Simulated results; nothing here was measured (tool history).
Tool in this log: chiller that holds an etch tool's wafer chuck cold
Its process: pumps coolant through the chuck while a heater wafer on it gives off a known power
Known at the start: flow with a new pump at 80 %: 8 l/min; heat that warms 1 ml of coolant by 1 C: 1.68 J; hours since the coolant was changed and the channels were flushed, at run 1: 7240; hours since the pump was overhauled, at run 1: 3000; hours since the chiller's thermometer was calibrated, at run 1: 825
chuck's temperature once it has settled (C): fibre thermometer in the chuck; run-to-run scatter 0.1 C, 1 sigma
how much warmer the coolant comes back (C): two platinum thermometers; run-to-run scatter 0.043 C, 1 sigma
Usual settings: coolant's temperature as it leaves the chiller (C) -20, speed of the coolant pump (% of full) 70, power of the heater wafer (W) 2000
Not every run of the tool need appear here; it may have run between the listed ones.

run   hour  coolant's temperature as it leaves the chiller (C)  speed of the coolant pump (% of full)  power of the heater wafer (W)  hours since the coolant was changed and the channels were flushed  hours since the pump was overhauled  hours since the chiller's thermometer was calibrated  chuck's temperature once it has settled (C)  how much warmer the coolant comes back (C)
  1      0                                                 -20                                     70                           2000                                                               7240                                 3000                                                   825                                          5.6                                       10.86
  2   66.5                                                 -20                                     70                           2000                                                               7307                                 3067                                                   892                                          5.6                                       10.76
  3  112.8                                                 -20                                     70                           2000                                                               7353                                 3113                                                   938                                          5.4                                       10.73
  4  187.4                                                 -20                                     70                           2000                                                               7427                                 3188                                                  1012                                          5.5                                       10.85
  5  225.3                                                 -20                                     70                           2000                                                               7465                                 3226                                                  1050                                          5.7                                       10.73
  6  276.6                                                 -20                                     70                           2000                                                               7517                                 3277                                                  1102                                          5.7                                       10.76
  7  324.5                                                 -20                                     70                           2000                                                               7565                                 3325                                                  1150                                          5.6                                       10.77
  8  384.9                                                 -20                                     70                           2000                                                               7625                                 3385                                                  1210                                          5.8                                       10.77
  9  446.9                                                 -20                                     70                           2000                                                               7687                                 3447                                                  1272                                          5.9                                       10.77
 10  488.6                                                 -20                                     70                           2000                                                               7729                                 3489                                                  1314                                          5.8                                       10.76
 11  553.5                                                 -26                                     70                           2000                                                               7794                                 3554                                                  1379                                          0.1                                       10.76
 12  601.5                                                 -26                                     70                           2000                                                               7841                                 3602                                                  1427                                         -0.1                                       10.86
 13  689.1                                                 -20                                     83                           2000                                                               7929                                 3689                                                  1514                                          2.2                                        9.11
 14    753                                                 -20                                     83                           2000                                                               7993                                 3753                                                  1578                                          2.2                                        9.18
 15  797.5                                                 -19                                    100                           1896                                                               8038                                 3798                                                  1623                                         -1.1                                        7.18
 16  841.1                                                 -22                                     68                           2378                                                               8081                                 3841                                                  1666                                          9.9                                       13.36
 17  907.2                                                 -22                                     68                           2378                                                               8147                                 3907                                                  1732                                           10                                       13.43
 18  959.4                                                 -14                                     70                           2000                                                               8199                                 3960                                                  1784                                         12.2                                       10.91

What if the next run were any one of these 4? Each begins from the tool's condition after run 18:
  A  1006                                                 -12                                     81                           2174                                                               8246                                 4006                                                  1831                                            ?                                           ?
  B  1006                                                 -18                                     91                           2850                                                               8246                                 4006                                                  1831                                            ?                                           ?
  C  1006                                                 -14                                     70                           1011                                                               8246                                 4006                                                  1831                                            ?                                           ?
  D  1006                                                 -14                                     77                           2000                                                               8246                                 4006                                                  1831                                            ?                                           ?

run  chuck's temperature once it has settled (C)  how much warmer the coolant comes back (C)
  A                                         13.1                                       10.27
  B                                         11.4                                       11.82
  C                                         -0.8                                        5.51
  D                                           10                                        9.88
With no hidden state in the tool, these same runs would have given:
run  chuck's temperature once it has settled (C)  how much warmer the coolant comes back (C)
  A                                          8.2                                        9.66
  B                                          5.6                                       11.11
  C                                         -3.2                                        5.18
  D                                          5.3                                        9.29
